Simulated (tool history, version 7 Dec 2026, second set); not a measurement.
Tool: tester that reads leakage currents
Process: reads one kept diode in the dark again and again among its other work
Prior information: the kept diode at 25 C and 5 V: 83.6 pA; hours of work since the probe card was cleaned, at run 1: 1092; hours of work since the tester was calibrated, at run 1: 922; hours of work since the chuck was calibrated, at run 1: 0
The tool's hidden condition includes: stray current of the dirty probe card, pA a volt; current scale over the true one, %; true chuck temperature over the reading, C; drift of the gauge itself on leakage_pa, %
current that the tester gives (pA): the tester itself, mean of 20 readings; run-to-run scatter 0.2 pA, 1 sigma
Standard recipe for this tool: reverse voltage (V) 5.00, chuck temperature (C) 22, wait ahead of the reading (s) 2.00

run	hour	reverse voltage (V)	chuck temperature (C)	wait ahead of the reading (s)	hours of work since the probe card was cleaned	hours of work since the tester was calibrated	hours of work since the chuck was calibrated	current that the tester gives (pA)
1	0.0	5.00	22	2.00	1092	922	0	69.92
2	61.3	5.00	46	2.00	1124	954	32	487.19
3	104.6	5.00	46	2.00	1147	977	55	485.37
4	163.2	7.67	46	2.00	1178	1008	86	608.87
5	210.0	7.67	46	2.00	1203	1033	111	603.29
6	255.0	5.00	59	2.00	1226	1057	135	1266.64
7	286.8	5.00	36	2.00	1243	1074	152	218.80
8	331.2	5.00	36	2.00	1267	1097	175	216.89
9	389.1	5.00	36	2.00	1297	1128	206	217.02
10	417.5	5.00	22	0.38	1312	1143	221	71.53
11	477.3	5.00	22	0.38	1344	1174	253	71.58
12	527.9	5.00	22	2.00	1371	1201	279	68.15
13	561.4	5.00	22	2.00	1389	1219	297	68.71
14	607.0	5.00	22	2.00	1413	1243	321	67.81
15	663.0	5.00	22	0.35	1442	1273	351	71.20
16	719.8	2.10	22	0.37	1472	1303	381	42.95
17	746.6	6.88	22	0.49	1487	1317	395	84.42
18	802.8	7.56	40	0.39	1516	1347	425	365.94
19	852.7	3.91	40	3.70	1543	1373	451	254.48
20	912.6	3.91	40	3.70	1574	1405	483	252.48
21	954.1	3.91	40	3.70	1596	1427	505	251.60
22	994.3	18.72	28	1.64	1618	1448	526	230.61
23	1044.9	9.98	28	2.00	1644	1475	553	159.75
# hour 1092.0: chuck's temperature calibrated
24	1096.7	5.00	22	0.36	1671	1501	2	75.45
25	1150.2	4.30	34	1.01	1699	1529	31	175.78
26	1188.1	4.30	34	1.01	1719	1549	51	176.64
27	1215.5	1.13	37	0.72	1734	1564	65	109.52
28	1274.8	5.46	37	6.35	1765	1595	97	251.36
29	1321.7	5.46	37	6.35	1790	1620	122	249.78

Below are 5 alternative next runs, each starting from the tool's condition after run 29. Predict each:
A	1380.5	9.28	46	6.35	1821	1651	153	?
B	1380.5	18.02	48	5.63	1821	1651	153	?
C	1380.5	10.10	28	0.37	1821	1651	153	?
D	1380.5	1.34	36	0.35	1821	1651	153	?
E	1380.5	5.46	42	5.17	1821	1651	153	?

run	current that the tester gives (pA)
A	667.67
B	1116.22
C	178.37
D	110.85
E	371.58
With the hidden condition removed and each run's random variation left untouched, the same runs would have given:
run	current that the tester gives (pA)
A	662.25
B	1102.32
C	164.41
D	110.42
E	368.25
